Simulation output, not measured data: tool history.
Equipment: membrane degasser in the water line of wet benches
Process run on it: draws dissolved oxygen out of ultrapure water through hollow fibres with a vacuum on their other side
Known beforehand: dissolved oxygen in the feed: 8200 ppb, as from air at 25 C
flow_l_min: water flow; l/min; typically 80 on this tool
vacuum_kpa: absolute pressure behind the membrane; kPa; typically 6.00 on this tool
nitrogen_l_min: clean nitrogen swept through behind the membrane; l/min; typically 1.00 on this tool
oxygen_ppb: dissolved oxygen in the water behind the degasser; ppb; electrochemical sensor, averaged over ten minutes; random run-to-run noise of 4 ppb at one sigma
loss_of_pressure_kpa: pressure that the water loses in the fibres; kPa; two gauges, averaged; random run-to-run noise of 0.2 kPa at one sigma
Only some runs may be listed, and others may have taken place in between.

Run 1, day 0.000: usual settings. Result: oxygen_ppb 417.0 ppb, loss_of_pressure_kpa 42.44 kPa.
Run 2, day 2.921: usual settings. Result: oxygen_ppb 417.1 ppb, loss_of_pressure_kpa 42.33 kPa.
Run 3, day 6.812: usual settings but flow_l_min 92 l/min. Result: oxygen_ppb 478.5 ppb, loss_of_pressure_kpa 48.80 kPa.
Run 4, day 9.304: usual settings. Result: oxygen_ppb 426.6 ppb, loss_of_pressure_kpa 42.11 kPa.
Run 5, day 13.696: usual settings. Result: oxygen_ppb 421.6 ppb, loss_of_pressure_kpa 42.19 kPa.
Run 6, day 16.304: usual settings. Result: oxygen_ppb 419.0 ppb, loss_of_pressure_kpa 42.15 kPa.
Run 7, day 18.462: usual settings. Result: oxygen_ppb 427.8 ppb, loss_of_pressure_kpa 42.10 kPa.
Run 8, day 21.921: usual settings but nitrogen_l_min 1.01 l/min. Result: oxygen_ppb 430.5 ppb, loss_of_pressure_kpa 42.27 kPa.
Run 9, day 25.292: usual settings but flow_l_min 57 l/min. Result: oxygen_ppb 321.8 ppb, loss_of_pressure_kpa 30.06 kPa.
Run 10, day 28.933: usual settings but vacuum_kpa 11.69 kPa. Result: oxygen_ppb 1097.8 ppb, loss_of_pressure_kpa 42.33 kPa.
Run 11, day 31.871: usual settings but vacuum_kpa 11.69 kPa. Result: oxygen_ppb 1070.1 ppb, loss_of_pressure_kpa 42.42 kPa.
Run 12, day 34.642: usual settings but vacuum_kpa 11.13 kPa. Result: oxygen_ppb 1024.7 ppb, loss_of_pressure_kpa 42.49 kPa.
Run 13, day 37.950: usual settings. Result: oxygen_ppb 426.3 ppb, loss_of_pressure_kpa 42.39 kPa.
Run 14, day 40.358: usual settings. Result: oxygen_ppb 433.7 ppb, loss_of_pressure_kpa 42.69 kPa.
Run 15, day 44.162: usual settings. Result: oxygen_ppb 431.1 ppb, loss_of_pressure_kpa 42.25 kPa.
Run 16, day 45.971: usual settings but flow_l_min 99 l/min. Result: oxygen_ppb 532.0 ppb, loss_of_pressure_kpa 52.37 kPa.
Run 17, day 49.808: usual settings but flow_l_min 99 l/min. Result: oxygen_ppb 529.3 ppb, loss_of_pressure_kpa 52.03 kPa.
Run 18, day 53.592: usual settings but flow_l_min 64 l/min, nitrogen_l_min 2.68 l/min. Result: oxygen_ppb 171.0 ppb, loss_of_pressure_kpa 33.73 kPa.
Run 19, day 56.158: usual settings but flow_l_min 57 l/min, nitrogen_l_min 1.40 l/min. Result: oxygen_ppb 254.2 ppb, loss_of_pressure_kpa 29.87 kPa.
Run 20, day 58.750: usual settings but flow_l_min 109 l/min, vacuum_kpa 4.77 kPa, nitrogen_l_min 2.82 l/min. Result: oxygen_ppb 259.3 ppb, loss_of_pressure_kpa 57.86 kPa.
Run 21, day 62.967: usual settings but flow_l_min 109 l/min, vacuum_kpa 4.77 kPa, nitrogen_l_min 2.82 l/min. Result: oxygen_ppb 264.8 ppb, loss_of_pressure_kpa 57.85 kPa.
Run 22, day 67.188: usual settings but flow_l_min 59 l/min, vacuum_kpa 11.80 kPa, nitrogen_l_min 0.65 l/min. Result: oxygen_ppb 1118.7 ppb, loss_of_pressure_kpa 31.31 kPa.
Run 23, day 69.375: usual settings but flow_l_min 59 l/min, vacuum_kpa 11.80 kPa, nitrogen_l_min 0.65 l/min. Result: oxygen_ppb 1092.9 ppb, loss_of_pressure_kpa 31.45 kPa.
Run 24, day 73.375: usual settings but vacuum_kpa 4.95 kPa. Result: oxygen_ppb 262.3 ppb, loss_of_pressure_kpa 42.93 kPa.
Run 25, day 75.783: usual settings but vacuum_kpa 14.99 kPa. Result: oxygen_ppb 1406.3 ppb, loss_of_pressure_kpa 42.34 kPa.
Run 26, day 79.617: usual settings but flow_l_min 78 l/min, vacuum_kpa 3.93 kPa, nitrogen_l_min 0.88 l/min. Result: oxygen_ppb 131.1 ppb, loss_of_pressure_kpa 41.30 kPa.
Run 27, day 82.688: usual settings but flow_l_min 78 l/min, vacuum_kpa 3.93 kPa, nitrogen_l_min 0.88 l/min. Result: oxygen_ppb 132.2 ppb, loss_of_pressure_kpa 41.08 kPa.
Run 28, day 86.117: usual settings but flow_l_min 78 l/min, vacuum_kpa 3.93 kPa, nitrogen_l_min 0.88 l/min. Result: oxygen_ppb 129.8 ppb, loss_of_pressure_kpa 41.59 kPa.
Run 29, day 88.125: usual settings but flow_l_min 73 l/min, vacuum_kpa 6.27 kPa, nitrogen_l_min 1.78 l/min. Result: oxygen_ppb 268.6 ppb, loss_of_pressure_kpa 38.57 kPa.
Run 30, day 90.554: usual settings but flow_l_min 91 l/min, nitrogen_l_min 0.82 l/min. Result: oxygen_ppb 497.8 ppb, loss_of_pressure_kpa 48.33 kPa.
Run 31, day 92.929: usual settings but flow_l_min 91 l/min, nitrogen_l_min 0.82 l/min. Result: oxygen_ppb 501.9 ppb, loss_of_pressure_kpa 48.33 kPa.
Run 32, day 95.412: usual settings but flow_l_min 91 l/min, nitrogen_l_min 0.82 l/min. Result: oxygen_ppb 494.9 ppb, loss_of_pressure_kpa 48.37 kPa.

Removed from this log: 1 entry logged between the listed runs. Between which two listed runs does each belong, and how does the tool's hidden state at the listed run before it compare with that at the listed run after it?
Run 21 -> run 22: vacuum gauge calibrated (day 65.329)
  membrane still open, %: 99 -> 98.9; true pressure behind the membrane over the reading, kPa: 0.3 -> -0.04; air that leaks in behind the membrane, l/min: 0.0271 -> 0.0273
  the result without the hidden state subtracted from the measured one, oxygen_ppb: +27.4 -> -13.9 ppb; loss_of_pressure_kpa: +0.60 -> +0.33 kPa
